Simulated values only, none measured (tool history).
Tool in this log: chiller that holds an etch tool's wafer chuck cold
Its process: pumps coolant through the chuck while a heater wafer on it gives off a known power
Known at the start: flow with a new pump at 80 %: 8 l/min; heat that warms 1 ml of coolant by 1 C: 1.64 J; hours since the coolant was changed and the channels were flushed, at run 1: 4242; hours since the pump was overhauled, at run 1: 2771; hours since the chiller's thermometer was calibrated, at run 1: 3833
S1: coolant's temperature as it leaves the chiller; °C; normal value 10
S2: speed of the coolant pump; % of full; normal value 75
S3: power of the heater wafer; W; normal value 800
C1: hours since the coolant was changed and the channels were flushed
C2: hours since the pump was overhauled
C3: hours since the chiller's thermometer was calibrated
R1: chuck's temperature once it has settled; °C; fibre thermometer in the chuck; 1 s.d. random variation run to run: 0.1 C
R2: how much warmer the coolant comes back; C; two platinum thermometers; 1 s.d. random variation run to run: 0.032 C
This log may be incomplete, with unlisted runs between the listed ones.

{"run": 1, "day": 0.0, "S1": 10, "S2": 75, "S3": 800, "C1": 4242, "C2": 2771, "C3": 3833, "R1": 20.4, "R2": 4.25}
{"run": 2, "day": 2.367, "S1": 10, "S2": 75, "S3": 800, "C1": 4298, "C2": 2828, "C3": 3890, "R1": 20.4, "R2": 4.24}
{"run": 3, "day": 4.367, "S1": 10, "S2": 75, "S3": 800, "C1": 4346, "C2": 2876, "C3": 3938, "R1": 20.5, "R2": 4.18}
{"run": 4, "day": 6.667, "S1": 10, "S2": 75, "S3": 800, "C1": 4402, "C2": 2931, "C3": 3993, "R1": 20.4, "R2": 4.26}
{"run": 5, "day": 9.075, "S1": 4, "S2": 75, "S3": 800, "C1": 4459, "C2": 2989, "C3": 4051, "R1": 14.7, "R2": 4.25}
{"run": 6, "day": 12.958, "S1": 4, "S2": 75, "S3": 899, "C1": 4553, "C2": 3082, "C3": 4144, "R1": 15.8, "R2": 4.76}
{"run": 7, "day": 15.633, "S1": 10, "S2": 75, "S3": 800, "C1": 4617, "C2": 3146, "C3": 4208, "R1": 20.7, "R2": 4.27}
{"run": 8, "day": 19.588, "S1": 10, "S2": 75, "S3": 800, "C1": 4712, "C2": 3241, "C3": 4303, "R1": 20.6, "R2": 4.22}
{"run": 9, "day": 22.396, "S1": 10, "S2": 75, "S3": 800, "C1": 4779, "C2": 3309, "C3": 4371, "R1": 20.7, "R2": 4.28}
{"run": 10, "day": 24.417, "S1": 10, "S2": 99, "S3": 800, "C1": 4828, "C2": 3357, "C3": 4419, "R1": 19, "R2": 3.18}
{"run": 11, "day": 26.592, "S1": 10, "S2": 75, "S3": 917, "C1": 4880, "C2": 3409, "C3": 4471, "R1": 22.4, "R2": 4.94}
{"run": 12, "day": 30.321, "S1": 10, "S2": 75, "S3": 800, "C1": 4969, "C2": 3499, "C3": 4561, "R1": 20.9, "R2": 4.3}
{"run": 13, "day": 33.088, "S1": 17, "S2": 75, "S3": 800, "C1": 5036, "C2": 3565, "C3": 4627, "R1": 27.9, "R2": 4.34}
{"run": 14, "day": 35.025, "S1": 17, "S2": 75, "S3": 800, "C1": 5082, "C2": 3612, "C3": 4674, "R1": 28, "R2": 4.34}
{"day": 35.867, "done": "coolant changed, channels flushed"}
{"run": 15, "day": 38.654, "S1": 17, "S2": 75, "S3": 800, "C1": 67, "C2": 3693, "C3": 4755, "R1": 26.5, "R2": 4.28}
{"run": 16, "day": 40.946, "S1": 17, "S2": 75, "S3": 800, "C1": 122, "C2": 3748, "C3": 4810, "R1": 26.6, "R2": 4.34}
{"run": 17, "day": 43.15, "S1": 10, "S2": 82, "S3": 730, "C1": 175, "C2": 3801, "C3": 4863, "R1": 18.5, "R2": 3.61}
{"run": 18, "day": 44.946, "S1": 10, "S2": 82, "S3": 730, "C1": 218, "C2": 3844, "C3": 4906, "R1": 18.5, "R2": 3.62}
{"run": 19, "day": 48.175, "S1": 5, "S2": 85, "S3": 800, "C1": 295, "C2": 3921, "C3": 4983, "R1": 14.3, "R2": 3.83}
{"run": 20, "day": 51.733, "S1": 17, "S2": 75, "S3": 800, "C1": 381, "C2": 4007, "C3": 5069, "R1": 26.9, "R2": 4.35}
{"run": 21, "day": 53.638, "S1": 10, "S2": 62, "S3": 800, "C1": 427, "C2": 4053, "C3": 5114, "R1": 21.6, "R2": 5.34}
{"day": 53.996, "done": "chiller's thermometer calibrated"}
{"run": 22, "day": 56.654, "S1": 10, "S2": 82, "S3": 480, "C1": 498, "C2": 4124, "C3": 64, "R1": 16.3, "R2": 2.4}
{"run": 23, "day": 59.596, "S1": 10, "S2": 82, "S3": 480, "C1": 568, "C2": 4195, "C3": 134, "R1": 16.6, "R2": 2.36}
{"run": 24, "day": 61.512, "S1": 10, "S2": 82, "S3": 459, "C1": 615, "C2": 4241, "C3": 180, "R1": 16.3, "R2": 2.3}
{"run": 25, "day": 64.112, "S1": 19, "S2": 97, "S3": 800, "C1": 677, "C2": 4303, "C3": 243, "R1": 27.9, "R2": 3.31}
{"day": 64.45, "done": "chiller's thermometer calibrated, once more"}
{"run": 26, "day": 66.675, "S1": 19, "S2": 97, "S3": 800, "C1": 737, "C2": 4363, "C3": 53, "R1": 26.5, "R2": 3.34}
{"run": 27, "day": 69.446, "S1": 19, "S2": 97, "S3": 800, "C1": 804, "C2": 4430, "C3": 120, "R1": 26.5, "R2": 3.45}
{"run": 28, "day": 72.379, "S1": 10, "S2": 62, "S3": 1081, "C1": 874, "C2": 4500, "C3": 190, "R1": 24.1, "R2": 7.3}
{"run": 29, "day": 76.158, "S1": 10, "S2": 62, "S3": 1081, "C1": 965, "C2": 4591, "C3": 281, "R1": 24.1, "R2": 7.39}
{"run": 30, "day": 79.521, "S1": 11, "S2": 92, "S3": 800, "C1": 1046, "C2": 4672, "C3": 362, "R1": 18.9, "R2": 3.61}
{"run": 31, "day": 82.55, "S1": 2, "S2": 71, "S3": 719, "C1": 1118, "C2": 4744, "C3": 434, "R1": 10.4, "R2": 4.24}
{"run": 32, "day": 85.779, "S1": 12, "S2": 68, "S3": 719, "C1": 1196, "C2": 4822, "C3": 512, "R1": 20.8, "R2": 4.42}

Results per run with the tool's hidden condition removed, run-to-run variation unchanged:
Hidden state present: heat passed by the chuck's channels, % of clean ones'; flow at a given pump speed, % of a new pump's; coolant's true temperature over the reading, C; drift of the gauge itself on chuck_c, C; drift of the gauge itself on warmer_back_c, C.
run=1 R1=18.1 R2=3.95
run=2 R1=18.1 R2=3.92
run=3 R1=18.1 R2=3.86
run=4 R1=18 R2=3.94
run=5 R1=12.3 R2=3.92
run=6 R1=13.1 R2=4.38
run=7 R1=18.1 R2=3.92
run=8 R1=18 R2=3.86
run=9 R1=18 R2=3.92
run=10 R1=16.6 R2=2.9
run=11 R1=19.4 R2=4.5
run=12 R1=18.1 R2=3.91
run=13 R1=25 R2=3.94
run=14 R1=25.2 R2=3.94
run=15 R1=24.9 R2=3.87
run=16 R1=24.9 R2=3.92
run=17 R1=16.9 R2=3.25
run=18 R1=16.9 R2=3.26
run=19 R1=12.6 R2=3.45
run=20 R1=25.1 R2=3.9
run=21 R1=19.7 R2=4.78
run=22 R1=14.3 R2=2.15
run=23 R1=14.6 R2=2.1
run=24 R1=14.3 R2=2.05
run=25 R1=25.7 R2=2.94
run=26 R1=25.9 R2=2.96
run=27 R1=25.8 R2=3.06
run=28 R1=22.7 R2=6.46
run=29 R1=22.7 R2=6.52
run=30 R1=18 R2=3.18
run=31 R1=9.4 R2=3.72
run=32 R1=19.8 R2=3.87

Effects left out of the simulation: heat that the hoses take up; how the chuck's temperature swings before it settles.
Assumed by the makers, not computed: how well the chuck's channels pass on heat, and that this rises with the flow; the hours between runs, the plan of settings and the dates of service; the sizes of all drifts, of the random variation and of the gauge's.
